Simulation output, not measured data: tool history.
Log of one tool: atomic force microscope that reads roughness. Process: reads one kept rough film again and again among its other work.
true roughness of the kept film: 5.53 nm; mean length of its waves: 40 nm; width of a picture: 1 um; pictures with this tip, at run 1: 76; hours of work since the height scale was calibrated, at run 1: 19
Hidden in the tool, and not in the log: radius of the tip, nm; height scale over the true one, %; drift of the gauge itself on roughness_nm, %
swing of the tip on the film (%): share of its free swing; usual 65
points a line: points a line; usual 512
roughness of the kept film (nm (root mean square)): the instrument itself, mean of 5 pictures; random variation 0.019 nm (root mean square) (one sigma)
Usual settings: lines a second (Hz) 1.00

run   hour  lines a second (Hz)  swing of the tip on the film (%)  points a line  pictures with this tip  hours of work since the height scale was calibrated  roughness of the kept film (nm (root mean square))
  1    0.0                 1.00                                65            512                      76                                                   19                                               4.466
  2    7.7                 1.00                                65            512                      86                                                   22                                               4.417
  3   12.6                 0.88                                65            512                      92                                                   24                                               4.436
  4   23.4                 0.88                                65            512                     106                                                   28                                               4.390
  5   31.3                 0.88                                65            512                     115                                                   31                                               4.357
  6   38.9                 1.00                                65            512                     125                                                   34                                               4.301
  7   45.9                 1.00                                65            540                     134                                                   37                                               4.286
  8   51.7                 1.00                                65            338                     141                                                   40                                               4.253
  9   56.9                 1.00                                65            338                     148                                                   42                                               4.260
 10   66.7                 1.00                                65            338                     160                                                   46                                               4.202
 11   74.3                 2.63                                65            512                     170                                                   49                                               4.008
 12   82.7                 2.63                                65            512                     180                                                   52                                               3.959
 13   88.2                 1.14                                65            512                     187                                                   55                                               4.152
 14   93.8                 1.00                                65            512                     194                                                   57                                               4.139
 15  102.4                 0.62                                65            512                     205                                                   60                                               4.132
 16  106.8                 0.62                                65            512                     210                                                   62                                               4.093
 17  113.9                 1.00                                84            456                     219                                                   65                                               3.839
 18  124.3                 1.00                                84            456                     232                                                   69                                               3.803
 19  133.8                 1.00                                65            385                     244                                                   73                                               4.013
 20  138.2                 1.00                                65            385                     250                                                   75                                               3.964
 21  142.9                 0.99                                65            539                     256                                                   77                                               3.979
 22  149.0                 0.99                                65            539                     263                                                   79                                               3.966
 23  158.3                 0.99                                65            539                     275                                                   83                                               3.908
 24  163.3                 1.83                                61            630                     281                                                   85                                               3.862
 25  171.0                 1.94                                61            630                     291                                                   88                                               3.804
 26  178.6                 3.01                                65            512                     301                                                   91                                               3.620
 27  189.1                 3.01                                65            512                     314                                                   96                                               3.603
 28  198.7                 2.46                                65            374                     326                                                   99                                               3.634
 29  205.7                 2.46                                65            374                     335                                                  102                                               3.601
 30  210.1                 1.00                                82            512                     340                                                  104                                               3.589
 31  220.9                 1.00                                82            512                     354                                                  108                                               3.570
     222.2  -- new tip fitted
 32  229.8                 1.02                                72            420                       9                                                  112                                               4.557

How the hidden state differs across the entries between the runs, from the last listed run before each to the first after it:
Between runs 31 and 32: new tip fitted (hour 222.2)
  radius of the tip, nm: 31.6 -> 10.8
  measured less the result without the state, roughness of the kept film (nm (root mean square)): -0.924 -> -0.045

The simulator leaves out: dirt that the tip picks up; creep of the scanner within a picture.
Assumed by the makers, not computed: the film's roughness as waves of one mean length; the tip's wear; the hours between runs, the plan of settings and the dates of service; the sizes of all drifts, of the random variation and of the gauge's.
